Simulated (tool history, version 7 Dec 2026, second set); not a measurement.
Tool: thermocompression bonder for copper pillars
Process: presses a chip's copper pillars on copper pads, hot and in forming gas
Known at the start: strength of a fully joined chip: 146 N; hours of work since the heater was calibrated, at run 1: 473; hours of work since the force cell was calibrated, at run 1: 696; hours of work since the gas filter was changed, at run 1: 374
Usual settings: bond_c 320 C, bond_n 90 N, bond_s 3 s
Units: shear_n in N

run	day	bond_c	bond_n	bond_s	hours of work since the heater was calibrated	hours of work since the force cell was calibrated	hours of work since the gas filter was changed	shear_n
1	0	320	90	3	473	696	374	75
2	0.904	320	90	3	488	711	388	74.7
3	1.821	320	90	3	502	726	403	74.5
4	2.342	320	90	3	511	734	412	74.4
5	3.108	320	90	3	523	747	424	74.9
# day 3.879: forming gas filter changed
6	4.104	320	90	3	539	763	4	77.6
7	4.779	320	90	3	550	774	15	77
8	5.258	320	90	3	558	781	22	76.9
9	5.896	320	90	3	569	792	33	77.5
10	6.633	320	90	3	581	804	45	77.7
11	7.262	320	90	3	591	814	55	77
12	7.7	320	90	3	598	821	62	77.2
13	8.604	320	90	3	613	836	77	78.3
14	9.396	336	90	3	626	849	90	91.2
15	10.262	336	90	3	640	863	104	91.2
16	10.729	320	102	3	647	871	112	85.3
17	11.321	320	102	3	657	880	121	83.9
18	11.996	320	102	3	668	891	132	86.8
19	12.625	320	102	3	678	902	143	86.3
20	13.242	320	102	3	688	912	153	84.7
21	13.675	320	102	3	696	919	160	86.7
22	14.654	320	102	3	712	935	176	86
23	15.242	320	56	3	721	944	185	51.4
24	16.212	320	56	3	737	960	201	52.3
25	16.625	317	105	3	744	967	208	84.5
26	17.421	317	105	3	757	980	221	85.9
# day 17.954: force cell calibrated
27	18.242	318	90	8	769	5	233	98.5
28	18.962	320	90	2	781	17	245	63.8
29	19.921	298	90	2	797	32	261	48.8
30	20.921	319	123	3	813	48	277	92.9
31	21.438	319	123	3	821	57	286	94.2
32	22.396	340	133	5	837	73	301	124.7
33	22.958	340	133	5	846	82	310	126.3
34	23.508	331	107	2	855	91	319	83.7
35	24.312	347	103	4	868	104	332	114.4
36	24.808	347	103	4	876	112	341	113
37	25.817	347	103	4	893	128	357	113.5
38	26.512	347	103	4	904	140	368	112
39	27.275	347	103	4	917	152	381	113.3

Hidden state at the last listed run before each entry between runs and at the first one after, where it differs:
Between runs 5 and 6: forming gas filter changed (day 3.879)
  true temperature of the bond over the reading, C: 2.7 -> 2.9; force that reaches the chip, % of what is set: 105.6 -> 105.7; oxide that the forming gas leaves, % of the face: 3.4 -> 0.55
  measured less the result without the state, shear_n: +3.4 -> +5.8 N
Between runs 26 and 27: force cell calibrated (day 17.954)
  true temperature of the bond over the reading, C: 4.6 -> 4.7; force that reaches the chip, % of what is set: 107.1 -> 100.7; oxide that the forming gas leaves, % of the face: 1.98 -> 2.07
  measured less the result without the state, shear_n: +7.2 -> +3.1 N

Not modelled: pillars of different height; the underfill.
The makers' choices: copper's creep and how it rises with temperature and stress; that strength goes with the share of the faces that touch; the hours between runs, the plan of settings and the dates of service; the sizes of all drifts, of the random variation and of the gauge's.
